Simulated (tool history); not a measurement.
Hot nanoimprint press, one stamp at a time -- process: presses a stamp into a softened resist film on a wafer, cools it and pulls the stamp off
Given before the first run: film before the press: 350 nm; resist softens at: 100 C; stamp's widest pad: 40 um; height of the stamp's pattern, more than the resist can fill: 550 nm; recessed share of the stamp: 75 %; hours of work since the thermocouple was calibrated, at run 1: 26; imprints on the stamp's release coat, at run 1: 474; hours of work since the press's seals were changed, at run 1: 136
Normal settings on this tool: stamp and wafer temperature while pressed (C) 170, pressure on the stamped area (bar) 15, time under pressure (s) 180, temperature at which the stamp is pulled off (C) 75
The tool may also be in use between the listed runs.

run,hour,stamp and wafer temperature while pressed (C),pressure on the stamped area (bar),time under pressure (s),temperature at which the stamp is pulled off (C),hours of work since the thermocouple was calibrated,imprints on the stamp's release coat,hours of work since the press's seals were changed,resist left under the stamp's widest pad (nm),greatest force while the stamp is pulled off (N)
1,0,170,15,180,75,26,474,136,141.3,107
2,18.5,170,15,180,75,37,551,147,143.1,109
# hour 40.5: stamp cleaned and given a new release coat
3,41.5,167,15,180,75,47,4,156,169.2,110
4,52.1,170,15,146,75,53,48,163,153.3,104
5,61.7,170,15,146,75,58,88,168,154.1,111
6,80.8,170,15,146,75,69,166,179,154.4,108
7,95,167,15,180,75,78,225,187,170.1,106
8,103.8,167,15,180,75,83,261,192,172.5,106
9,119.6,167,10.3,180,75,92,327,201,195.6,108
10,134.9,167,10.3,180,75,100,390,210,197.1,103
11,145.5,159,14.8,108,62,107,433,216,282.5,141
12,159.7,166,22.4,108,67,115,492,224,184,128
13,176.5,179,9.6,180,79,124,562,234,105.6,98
# hour 195.7: stamp cleaned and given a new release coat
14,200.6,179,9.6,180,79,135,21,244,106.1,95
15,211.1,162,9.6,180,82,141,64,250,249.6,87
16,228.7,168,10.1,180,82,151,137,261,189,87
17,247.3,170,15,116,77,162,213,271,168.4,103

Forecast each of these 3 alternatives for the next run:
A,255,178,15,116,71,166,245,276,?,?
B,255,171,10.4,116,77,166,245,276,?,?
C,255,167,13.4,116,65,166,245,276,?,?

run,resist left under the stamp's widest pad (nm),greatest force while the stamp is pulled off (N)
A,108.1,119
B,186,100
C,206.5,137
Take away the tool's hidden state, keep each run's random variation, and the runs would have read:
run,resist left under the stamp's widest pad (nm),greatest force while the stamp is pulled off (N)
A,107.9,118
B,185.6,100
C,206.1,136

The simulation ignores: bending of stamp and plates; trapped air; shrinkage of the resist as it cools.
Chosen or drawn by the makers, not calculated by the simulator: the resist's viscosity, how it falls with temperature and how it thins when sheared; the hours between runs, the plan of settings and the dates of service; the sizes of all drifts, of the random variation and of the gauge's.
